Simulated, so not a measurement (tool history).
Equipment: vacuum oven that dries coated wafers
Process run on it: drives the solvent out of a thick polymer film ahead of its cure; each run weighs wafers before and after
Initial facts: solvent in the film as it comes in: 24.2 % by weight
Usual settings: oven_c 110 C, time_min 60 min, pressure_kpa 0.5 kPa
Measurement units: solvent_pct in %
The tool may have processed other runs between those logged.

| run | hour | oven_c | time_min | pressure_kpa | solvent_pct |
|---|---|---|---|---|---|
| 1 | 0 | 110 | 60 | 0.5 | 0.868 |
| 2 | 11.4 | 110 | 60 | 0.529 | 0.879 |
| 3 | 25.6 | 110 | 60 | 0.529 | 0.874 |
| 4 | 35.3 | 110 | 60 | 0.5 | 0.867 |
| 5 | 49.1 | 110 | 60 | 0.5 | 0.875 |
| 6 | 56.2 | 107 | 60 | 0.5 | 1.327 |
| 7 | 70.9 | 102 | 60 | 0.5 | 2.454 |
|  | 73.6 | vacuum gauge cleaned of residue and calibrated |
| 8 | 87.3 | 119 | 60 | 0.5 | 0.24 |
| 9 | 95.9 | 114 | 102 | 0.5 | 0.162 |
| 10 | 105.8 | 120 | 88 | 0.322 | 0.082 |
| 11 | 113.2 | 119 | 49 | 0.616 | 0.407 |
| 12 | 120.3 | 119 | 49 | 0.616 | 0.413 |
| 13 | 136.1 | 119 | 89 | 0.353 | 0.107 |
| 14 | 149.7 | 110 | 56 | 0.5 | 1.075 |
| 15 | 160.5 | 102 | 44 | 0.339 | 4.174 |
|  | 167.5 | vacuum gauge cleaned of residue and calibrated, once more |
| 16 | 174.2 | 102 | 44 | 0.339 | 4.112 |

Below are 3 alternative next runs, each starting from the tool's condition after run 16. Predict each:
| A | 188.4 | 117 | 81 | 0.339 | ? |
| B | 188.4 | 113 | 37 | 0.367 | ? |
| C | 188.4 | 113 | 60 | 1.28 | ? |

| run | solvent_pct |
|---|---|
| A | 0.102 |
| B | 1.876 |
| C | 0.725 |
Without the tool's unlogged condition, the same runs would have read:
| run | solvent_pct |
|---|---|
| A | 0.117 |
| B | 2.087 |
| C | 0.815 |

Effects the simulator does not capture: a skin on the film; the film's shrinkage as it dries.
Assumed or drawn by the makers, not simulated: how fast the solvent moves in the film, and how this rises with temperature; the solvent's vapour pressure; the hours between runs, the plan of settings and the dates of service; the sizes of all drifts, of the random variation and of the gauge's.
